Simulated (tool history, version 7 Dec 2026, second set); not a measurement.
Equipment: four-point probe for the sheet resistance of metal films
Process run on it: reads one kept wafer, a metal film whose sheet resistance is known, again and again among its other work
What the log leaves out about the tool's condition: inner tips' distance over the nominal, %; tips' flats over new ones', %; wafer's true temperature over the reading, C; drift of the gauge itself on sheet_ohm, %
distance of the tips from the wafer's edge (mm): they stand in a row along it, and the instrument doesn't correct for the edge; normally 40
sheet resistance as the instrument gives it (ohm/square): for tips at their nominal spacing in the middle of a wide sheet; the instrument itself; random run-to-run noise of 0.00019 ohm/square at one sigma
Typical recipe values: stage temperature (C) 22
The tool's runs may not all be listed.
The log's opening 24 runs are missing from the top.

run	day	stage temperature (C)	distance of the tips from the wafer's edge (mm)	touches since the probe head was changed	hours of work since the stage's thermometer was calibrated	sheet resistance as the instrument gives it (ohm/square)
25	94.679	28	55	47209	1864	0.977234
26	97.358	28	55	49338	1905	0.977591
27	102.896	28	55	53740	1988	0.977756
28	107.346	28	55	57277	2056	0.978380
29	111.754	22	11	60783	2122	0.978138
30	114.562	22	11	63017	2165	0.978718
31	119.550	20	24	66980	2240	0.978201
32	123.779	20	24	70345	2304	0.978455
33	127.638	23	7	73413	2362	0.982055
34	130.579	29	61	75752	2407	0.981655
35	136.258	31	50	80264	2492	0.983101
36	140.167	23	10	83374	2552	0.982018

What if the next run were any one of these 4? Each begins from the tool's condition after run 36:
# day 143.254: stage's thermometer calibrated
A	143.904	30	40	86327	10	?
# day 143.254: stage's thermometer calibrated
B	143.904	26	40	86327	10	?
# day 143.254: stage's thermometer calibrated
C	143.904	23	36	86327	10	?
# day 143.254: stage's thermometer calibrated
D	143.904	29	15	86327	10	?

run	sheet resistance as the instrument gives it (ohm/square)
A	0.981337
B	0.979930
C	0.979082
D	0.981809
Without the tool's hidden state the same runs would have given:
run	sheet resistance as the instrument gives it (ohm/square)
A	0.971598
B	0.970204
C	0.969364
D	0.972065
